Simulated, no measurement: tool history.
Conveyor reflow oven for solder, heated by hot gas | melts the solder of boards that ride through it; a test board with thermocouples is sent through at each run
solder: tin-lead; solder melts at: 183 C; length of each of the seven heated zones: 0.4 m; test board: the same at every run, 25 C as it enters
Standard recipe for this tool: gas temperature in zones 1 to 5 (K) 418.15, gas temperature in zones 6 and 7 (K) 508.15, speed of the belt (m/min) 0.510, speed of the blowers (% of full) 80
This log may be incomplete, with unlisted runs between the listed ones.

| run | hour | gas temperature in zones 1 to 5 (K) | gas temperature in zones 6 and 7 (K) | speed of the belt (m/min) | speed of the blowers (% of full) | highest temperature of the board (K) | time above the solder's melting point (s) |
|---|---|---|---|---|---|---|---|
| 1 | 0.0 | 418.15 | 508.15 | 0.510 | 80 | 495.55 | 78.6 |
| 2 | 6.3 | 418.15 | 508.15 | 0.510 | 80 | 495.05 | 78.9 |
| 3 | 15.9 | 418.15 | 508.15 | 0.510 | 80 | 495.85 | 78.8 |
| 4 | 28.5 | 418.15 | 508.15 | 0.510 | 80 | 495.75 | 78.9 |
| 5 | 40.7 | 418.15 | 508.15 | 0.510 | 80 | 495.55 | 78.5 |
| 6 | 55.0 | 418.15 | 508.15 | 0.510 | 80 | 495.55 | 78.8 |
| 7 | 64.3 | 418.15 | 508.15 | 0.510 | 80 | 495.35 | 78.7 |
| 8 | 78.0 | 418.15 | 508.15 | 0.510 | 80 | 495.25 | 78.8 |
| 9 | 90.9 | 418.15 | 508.15 | 0.510 | 76 | 494.45 | 77.7 |
| 10 | 102.1 | 418.15 | 508.15 | 0.510 | 76 | 495.15 | 77.5 |
| 11 | 112.3 | 429.15 | 508.15 | 0.538 | 80 | 496.15 | 80.1 |
|  | 117.9 | flux residue cleaned out of gas plates and filters |
| 12 | 124.9 | 429.15 | 508.15 | 0.538 | 80 | 494.75 | 79.9 |
| 13 | 132.4 | 429.15 | 508.15 | 0.538 | 80 | 495.65 | 79.6 |
| 14 | 143.7 | 422.15 | 508.15 | 0.532 | 80 | 494.55 | 76.4 |
| 15 | 152.2 | 423.15 | 515.15 | 0.510 | 80 | 502.35 | 85.3 |
| 16 | 160.9 | 423.15 | 515.15 | 0.510 | 80 | 502.15 | 86.1 |
| 17 | 173.3 | 408.15 | 508.15 | 0.482 | 50 | 487.35 | 68.9 |
| 18 | 187.5 | 408.15 | 504.15 | 0.510 | 51 | 482.55 | 58.8 |
| 19 | 194.0 | 418.15 | 502.15 | 0.582 | 82 | 486.85 | 60.6 |

What if the next run were any one of these 4? Each begins from the tool's condition after run 19:
|  | 208.7 | flux residue cleaned out of gas plates and filters, once more |
| A | 209.1 | 418.15 | 502.15 | 0.582 | 63 | ? | ? |
|  | 208.7 | flux residue cleaned out of gas plates and filters, once more |
| B | 209.1 | 418.15 | 514.15 | 0.474 | 80 | ? | ? |
|  | 208.7 | flux residue cleaned out of gas plates and filters, once more |
| C | 209.1 | 412.15 | 502.15 | 0.582 | 90 | ? | ? |
|  | 208.7 | flux residue cleaned out of gas plates and filters, once more |
| D | 209.1 | 418.15 | 506.15 | 0.580 | 82 | ? | ? |

| run | highest temperature of the board (K) | time above the solder's melting point (s) |
|---|---|---|
| A | 483.15 | 56.7 |
| B | 503.85 | 91.2 |
| C | 487.85 | 60.9 |
| D | 490.95 | 64.7 |
With the hidden condition removed and each run's random variation left untouched, the same runs would have given:
| run | highest temperature of the board (K) | time above the solder's melting point (s) |
|---|---|---|
| A | 482.45 | 55.7 |
| B | 503.05 | 90.2 |
| C | 487.25 | 60.1 |
| D | 490.25 | 63.9 |
